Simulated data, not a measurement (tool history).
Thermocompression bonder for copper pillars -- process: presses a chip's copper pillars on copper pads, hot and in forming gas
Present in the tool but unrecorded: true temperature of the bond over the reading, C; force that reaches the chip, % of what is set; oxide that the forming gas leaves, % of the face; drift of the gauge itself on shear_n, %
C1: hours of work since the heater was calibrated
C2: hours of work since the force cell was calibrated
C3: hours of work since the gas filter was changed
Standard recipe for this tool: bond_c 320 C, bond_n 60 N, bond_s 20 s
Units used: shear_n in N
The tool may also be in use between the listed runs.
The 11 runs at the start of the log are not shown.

{"run": 12, "hour": 88.7, "bond_c": 320, "bond_n": 60, "bond_s": 28, "C1": 75, "C2": 359, "C3": 39, "shear_n": 57.7}
{"run": 13, "hour": 97.9, "bond_c": 320, "bond_n": 60, "bond_s": 28, "C1": 79, "C2": 362, "C3": 43, "shear_n": 58.1}
{"run": 14, "hour": 104.9, "bond_c": 320, "bond_n": 41, "bond_s": 28, "C1": 82, "C2": 365, "C3": 46, "shear_n": 45.1}
{"run": 15, "hour": 110.5, "bond_c": 320, "bond_n": 41, "bond_s": 28, "C1": 84, "C2": 368, "C3": 48, "shear_n": 45.3}
{"hour": 113.4, "done": "heater calibrated with a thermocouple chip"}
{"run": 16, "hour": 117.3, "bond_c": 320, "bond_n": 75, "bond_s": 20, "C1": 2, "C2": 370, "C3": 50, "shear_n": 60.7}
{"run": 17, "hour": 122.8, "bond_c": 312, "bond_n": 75, "bond_s": 30, "C1": 4, "C2": 372, "C3": 52, "shear_n": 62.6}
{"run": 18, "hour": 131.4, "bond_c": 320, "bond_n": 78, "bond_s": 19, "C1": 7, "C2": 376, "C3": 56, "shear_n": 61.3}
{"run": 19, "hour": 138.1, "bond_c": 320, "bond_n": 78, "bond_s": 19, "C1": 10, "C2": 378, "C3": 59, "shear_n": 60.2}
{"run": 20, "hour": 144.5, "bond_c": 347, "bond_n": 78, "bond_s": 20, "C1": 13, "C2": 381, "C3": 61, "shear_n": 74.0}
{"run": 21, "hour": 149.2, "bond_c": 342, "bond_n": 57, "bond_s": 26, "C1": 15, "C2": 383, "C3": 63, "shear_n": 67.2}
{"run": 22, "hour": 154.3, "bond_c": 342, "bond_n": 57, "bond_s": 26, "C1": 17, "C2": 385, "C3": 66, "shear_n": 65.9}
{"hour": 157.5, "done": "heater calibrated with a thermocouple chip, once more"}
{"run": 23, "hour": 166.4, "bond_c": 342, "bond_n": 57, "bond_s": 26, "C1": 4, "C2": 389, "C3": 70, "shear_n": 65.7}
{"run": 24, "hour": 176.6, "bond_c": 319, "bond_n": 81, "bond_s": 57, "C1": 8, "C2": 393, "C3": 74, "shear_n": 74.8}
{"run": 25, "hour": 183.7, "bond_c": 319, "bond_n": 81, "bond_s": 57, "C1": 11, "C2": 396, "C3": 77, "shear_n": 74.3}
{"run": 26, "hour": 190.2, "bond_c": 319, "bond_n": 81, "bond_s": 57, "C1": 14, "C2": 399, "C3": 80, "shear_n": 74.9}
{"run": 27, "hour": 195.3, "bond_c": 296, "bond_n": 81, "bond_s": 57, "C1": 16, "C2": 401, "C3": 82, "shear_n": 62.2}
{"run": 28, "hour": 205.0, "bond_c": 320, "bond_n": 44, "bond_s": 57, "C1": 20, "C2": 405, "C3": 86, "shear_n": 56.3}
{"run": 29, "hour": 209.4, "bond_c": 341, "bond_n": 88, "bond_s": 36, "C1": 22, "C2": 407, "C3": 88, "shear_n": 78.5}
{"run": 30, "hour": 214.0, "bond_c": 329, "bond_n": 88, "bond_s": 27, "C1": 24, "C2": 409, "C3": 90, "shear_n": 71.9}
{"run": 31, "hour": 219.7, "bond_c": 320, "bond_n": 79, "bond_s": 20, "C1": 26, "C2": 411, "C3": 92, "shear_n": 60.1}
{"run": 32, "hour": 225.7, "bond_c": 320, "bond_n": 52, "bond_s": 20, "C1": 28, "C2": 414, "C3": 94, "shear_n": 45.6}

Predict each of these 5 candidate next runs independently; none follows another, all start after run 32:
{"run": "A", "hour": 232.3, "bond_c": 326, "bond_n": 51, "bond_s": 16, "C1": 31, "C2": 417, "C3": 97, "shear_n": "?"}
{"run": "B", "hour": 232.3, "bond_c": 326, "bond_n": 52, "bond_s": 16, "C1": 31, "C2": 417, "C3": 97, "shear_n": "?"}
{"run": "C", "hour": 232.3, "bond_c": 297, "bond_n": 60, "bond_s": 22, "C1": 31, "C2": 417, "C3": 97, "shear_n": "?"}
{"run": "D", "hour": 232.3, "bond_c": 295, "bond_n": 63, "bond_s": 43, "C1": 31, "C2": 417, "C3": 97, "shear_n": "?"}
{"run": "E", "hour": 232.3, "bond_c": 319, "bond_n": 60, "bond_s": 20, "C1": 31, "C2": 417, "C3": 97, "shear_n": "?"}

run=A shear_n=44.3
run=B shear_n=45.2
run=C shear_n=38.5
run=D shear_n=49.3
run=E shear_n=49.8
With the hidden condition removed and each run's random variation left untouched, the same runs would have given:
run=A shear_n=46.7
run=B shear_n=47.6
run=C shear_n=40.6
run=D shear_n=52.0
run=E shear_n=52.4
